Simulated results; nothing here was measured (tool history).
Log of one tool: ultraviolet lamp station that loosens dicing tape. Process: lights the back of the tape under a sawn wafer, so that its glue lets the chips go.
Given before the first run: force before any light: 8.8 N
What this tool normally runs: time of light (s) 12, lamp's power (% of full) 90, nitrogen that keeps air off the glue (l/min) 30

| run | hour | time of light (s) | lamp's power (% of full) | nitrogen that keeps air off the glue (l/min) | force that peels the tape off (N) | light that reached the tape (mJ/cm²) |
|---|---|---|---|---|---|---|
| 1 | 0 | 12 | 90 | 30 | 0.975 | 283 |
| 2 | 19.4 | 12 | 90 | 30 | 0.991 | 277 |
| 3 | 32.6 | 17 | 90 | 30 | 0.451 | 397 |
| 4 | 44.6 | 17 | 90 | 30 | 0.474 | 387 |
| 5 | 60.9 | 17 | 68 | 30 | 0.903 | 292 |
| 6 | 70.8 | 17 | 68 | 30 | 0.919 | 290 |
| 7 | 83 | 17 | 68 | 30 | 0.942 | 292 |
| 8 | 100.6 | 12 | 96 | 30 | 1 | 288 |
| 9 | 119.1 | 12 | 96 | 30 | 1 | 281 |
| 10 | 129.5 | 12 | 96 | 30 | 0.962 | 277 |
| 11 | 141 | 12 | 96 | 30 | 0.996 | 280 |
| 12 | 153.4 | 12 | 90 | 41 | 0.894 | 257 |
| 13 | 170.1 | 12 | 70 | 30 | 1.83 | 203 |
| 14 | 184.6 | 12 | 70 | 30 | 1.884 | 197 |
| 15 | 193.9 | 12 | 70 | 30 | 1.857 | 194 |
| 16 | 204.9 | 12 | 70 | 30 | 1.877 | 191 |
| 17 | 221.1 | 12 | 66 | 30 | 2.098 | 185 |
|  | 227.6 | window cleaned of glue's vapour |
| 18 | 233 | 12 | 66 | 30 | 1.694 | 211 |
| 19 | 244.4 | 13 | 90 | 30 | 0.843 | 305 |
| 20 | 255.7 | 13 | 90 | 30 | 0.842 | 299 |
| 21 | 265 | 13 | 90 | 30 | 0.873 | 299 |
| 22 | 282.2 | 13 | 90 | 30 | 0.866 | 298 |
| 23 | 297 | 13 | 90 | 38 | 0.719 | 296 |
| 24 | 304.9 | 19 | 71 | 17 | 1.066 | 342 |
| 25 | 314.8 | 12 | 78 | 30 | 1.399 | 235 |
| 26 | 329.3 | 12 | 78 | 30 | 1.405 | 236 |
| 27 | 337.9 | 12 | 78 | 30 | 1.381 | 237 |
| 28 | 351.8 | 12 | 79 | 30 | 1.41 | 230 |
| 29 | 361.2 | 12 | 79 | 30 | 1.443 | 231 |
| 30 | 378.6 | 12 | 90 | 58 | 0.699 | 262 |
| 31 | 395.1 | 10 | 97 | 30 | 1.391 | 234 |
| 32 | 410.5 | 7 | 86 | 11 | 4.13 | 146 |
| 33 | 421.7 | 10 | 85 | 23 | 2.113 | 201 |
| 34 | 440.8 | 21 | 80 | 30 | 0.461 | 393 |
| 35 | 456.2 | 12 | 76 | 54 | 1.182 | 211 |
| 36 | 471.2 | 12 | 76 | 54 | 1.174 | 211 |
| 37 | 487 | 12 | 76 | 54 | 1.162 | 210 |
| 38 | 495.5 | 12 | 94 | 13 | 2.021 | 257 |
| 39 | 512.6 | 13 | 76 | 57 | 1.023 | 226 |
| 40 | 531.7 | 7 | 73 | 43 | 3.122 | 113 |
| 41 | 549.3 | 8 | 60 | 9 | 5.377 | 107 |
|  | 559.7 | window cleaned of glue's vapour |
| 42 | 564.7 | 8 | 60 | 9 | 4.898 | 118 |
| 43 | 574.1 | 7 | 90 | 13 | 3.634 | 157 |

Branching from run 43: 3 alternative next runs. What would each branch give?
| A | 582.6 | 12 | 90 | 19 | ? | ? |
| B | 582.6 | 12 | 68 | 13 | ? | ? |
| C | 582.6 | 7 | 81 | 30 | ? | ? |

| run | force that peels the tape off (N) | light that reached the tape (mJ/cm²) |
|---|---|---|
| A | 1.539 | 263 |
| B | 2.996 | 199 |
| C | 2.925 | 139 |
Without the tool's unlogged condition, the same runs would have read:
| run | force that peels the tape off (N) | light that reached the tape (mJ/cm²) |
|---|---|---|
| A | 1.059 | 323 |
| B | 2.337 | 245 |
| C | 2.29 | 171 |
